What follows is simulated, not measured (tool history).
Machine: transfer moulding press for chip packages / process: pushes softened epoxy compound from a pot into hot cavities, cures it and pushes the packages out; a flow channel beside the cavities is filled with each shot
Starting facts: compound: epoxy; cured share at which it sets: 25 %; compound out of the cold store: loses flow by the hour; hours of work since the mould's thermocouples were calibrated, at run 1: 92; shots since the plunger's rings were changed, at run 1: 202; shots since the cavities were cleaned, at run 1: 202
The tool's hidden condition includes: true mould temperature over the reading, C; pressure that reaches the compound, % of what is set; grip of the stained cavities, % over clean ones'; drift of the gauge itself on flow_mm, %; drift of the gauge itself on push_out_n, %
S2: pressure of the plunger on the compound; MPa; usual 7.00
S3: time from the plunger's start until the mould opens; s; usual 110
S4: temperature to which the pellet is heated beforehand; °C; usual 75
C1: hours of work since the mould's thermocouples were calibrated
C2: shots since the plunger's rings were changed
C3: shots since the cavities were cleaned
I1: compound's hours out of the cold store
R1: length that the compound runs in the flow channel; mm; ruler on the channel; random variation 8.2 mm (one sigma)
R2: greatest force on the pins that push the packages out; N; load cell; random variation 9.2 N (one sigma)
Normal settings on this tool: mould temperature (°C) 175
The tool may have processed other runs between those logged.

run 1 hour=0.0 | mould_temperature_(°C)=175 S2=7.00 S3=110 S4=75 | C1=92 C2=202 C3=202 | I1=35.9 | R1=874 R2=425
run 2 hour=13.5 | mould_temperature_(°C)=175 S2=7.00 S3=110 S4=75 | C1=98 C2=294 C3=294 | I1=12.7 | R1=940 R2=422
run 3 hour=25.5 | mould_temperature_(°C)=175 S2=7.00 S3=110 S4=75 | C1=103 C2=376 C3=376 | I1=25.2 | R1=932 R2=421
run 4 hour=32.3 | mould_temperature_(°C)=175 S2=7.00 S3=110 S4=72 | C1=106 C2=423 C3=423 | I1=37.2 | R1=880 R2=406
run 5 hour=45.8 | mould_temperature_(°C)=175 S2=7.00 S3=110 S4=72 | C1=112 C2=516 C3=516 | I1=22.9 | R1=924 R2=409
run 6 hour=52.9 | mould_temperature_(°C)=175 S2=7.00 S3=110 S4=72 | C1=115 C2=564 C3=564 | I1=46.7 | R1=844 R2=415
run 7 hour=60.7 | mould_temperature_(°C)=182 S2=7.00 S3=110 S4=72 | C1=118 C2=618 C3=618 | I1=39.3 | R1=843 R2=414
-- hour=74.7 cavities cleaned with cleaning compound and waxed
run 8 hour=74.9 | mould_temperature_(°C)=175 S2=7.00 S3=110 S4=75 | C1=124 C2=704 C3=1 | I1=32.3 | R1=883 R2=418
run 9 hour=88.7 | mould_temperature_(°C)=175 S2=8.66 S3=110 S4=75 | C1=130 C2=799 C3=96 | I1=30.1 | R1=999 R2=422
run 10 hour=96.7 | mould_temperature_(°C)=175 S2=8.66 S3=110 S4=75 | C1=133 C2=853 C3=150 | I1=27.3 | R1=998 R2=434
run 11 hour=104.8 | mould_temperature_(°C)=175 S2=5.25 S3=110 S4=75 | C1=137 C2=909 C3=206 | I1=10.6 | R1=830 R2=414
run 12 hour=111.8 | mould_temperature_(°C)=175 S2=5.25 S3=110 S4=75 | C1=140 C2=957 C3=254 | I1=21.3 | R1=799 R2=420
run 13 hour=119.2 | mould_temperature_(°C)=175 S2=5.25 S3=110 S4=75 | C1=143 C2=1008 C3=305 | I1=42.3 | R1=743 R2=418
run 14 hour=131.7 | mould_temperature_(°C)=175 S2=7.00 S3=110 S4=75 | C1=148 C2=1093 C3=390 | I1=42.8 | R1=855 R2=398
run 15 hour=144.7 | mould_temperature_(°C)=175 S2=7.00 S3=110 S4=75 | C1=154 C2=1182 C3=479 | I1=10.3 | R1=957 R2=423
run 16 hour=156.7 | mould_temperature_(°C)=175 S2=7.00 S3=110 S4=75 | C1=159 C2=1265 C3=562 | I1=32.3 | R1=886 R2=431
run 17 hour=172.9 | mould_temperature_(°C)=175 S2=7.00 S3=110 S4=75 | C1=166 C2=1375 C3=672 | I1=32.5 | R1=893 R2=411
-- hour=179.2 cavities cleaned with cleaning compound and waxed
run 18 hour=190.3 | mould_temperature_(°C)=175 S2=7.00 S3=110 S4=75 | C1=173 C2=1484 C3=76 | I1=39.8 | R1=875 R2=413
run 19 hour=206.4 | mould_temperature_(°C)=175 S2=7.00 S3=110 S4=75 | C1=180 C2=1594 C3=186 | I1=31.3 | R1=891 R2=411
run 20 hour=222.8 | mould_temperature_(°C)=175 S2=7.00 S3=110 S4=75 | C1=187 C2=1707 C3=299 | I1=34.9 | R1=883 R2=427
run 21 hour=233.2 | mould_temperature_(°C)=175 S2=5.93 S3=99 S4=75 | C1=192 C2=1778 C3=370 | I1=9.3 | R1=883 R2=445
run 22 hour=242.9 | mould_temperature_(°C)=175 S2=7.68 S3=110 S4=84 | C1=196 C2=1845 C3=437 | I1=30.3 | R1=948 R2=405
run 23 hour=252.2 | mould_temperature_(°C)=181 S2=5.23 S3=98 S4=78 | C1=200 C2=1908 C3=500 | I1=40.6 | R1=734 R2=396
run 24 hour=262.5 | mould_temperature_(°C)=181 S2=7.38 S3=98 S4=82 | C1=205 C2=1979 C3=571 | I1=41.4 | R1=863 R2=409
run 25 hour=274.3 | mould_temperature_(°C)=174 S2=7.38 S3=119 S4=82 | C1=210 C2=2059 C3=651 | I1=26.4 | R1=933 R2=402
-- hour=283.9 cavities cleaned with cleaning compound and waxed
run 26 hour=287.4 | mould_temperature_(°C)=174 S2=6.03 S3=103 S4=74 | C1=215 C2=2139 C3=25 | I1=32.8 | R1=819 R2=436
run 27 hour=294.6 | mould_temperature_(°C)=174 S2=6.03 S3=103 S4=74 | C1=218 C2=2188 C3=74 | I1=23.2 | R1=867 R2=438
run 28 hour=304.8 | mould_temperature_(°C)=174 S2=6.03 S3=103 S4=74 | C1=222 C2=2258 C3=144 | I1=9.8 | R1=893 R2=448
run 29 hour=318.4 | mould_temperature_(°C)=175 S2=8.56 S3=110 S4=66 | C1=228 C2=2351 C3=237 | I1=43.8 | R1=957 R2=409

Consider 4 possible next runs. They are alternatives, not a sequence: every one starts from the tool as it was left by run 29. What does each give?
run A hour=328.2 | mould_temperature_(°C)=175 S2=8.69 S3=110 S4=66 | C1=233 C2=2418 C3=304 | I1=43.4 | R1=? R2=?
run B hour=328.2 | mould_temperature_(°C)=175 S2=6.20 S3=110 S4=72 | C1=233 C2=2418 C3=304 | I1=27.4 | R1=? R2=?
run C hour=328.2 | mould_temperature_(°C)=182 S2=7.00 S3=93 S4=75 | C1=233 C2=2418 C3=304 | I1=37.3 | R1=? R2=?
run D hour=328.2 | mould_temperature_(°C)=175 S2=6.75 S3=96 S4=75 | C1=233 C2=2418 C3=304 | I1=22.3 | R1=? R2=?

run=A R1=954 R2=415
run=B R1=848 R2=421
run=C R1=865 R2=402
run=D R1=899 R2=476
With the hidden condition removed and each run's random variation left untouched, the same runs would have given:
run=A R1=954 R2=412
run=B R1=849 R2=418
run=C R1=865 R2=400
run=D R1=899 R2=474
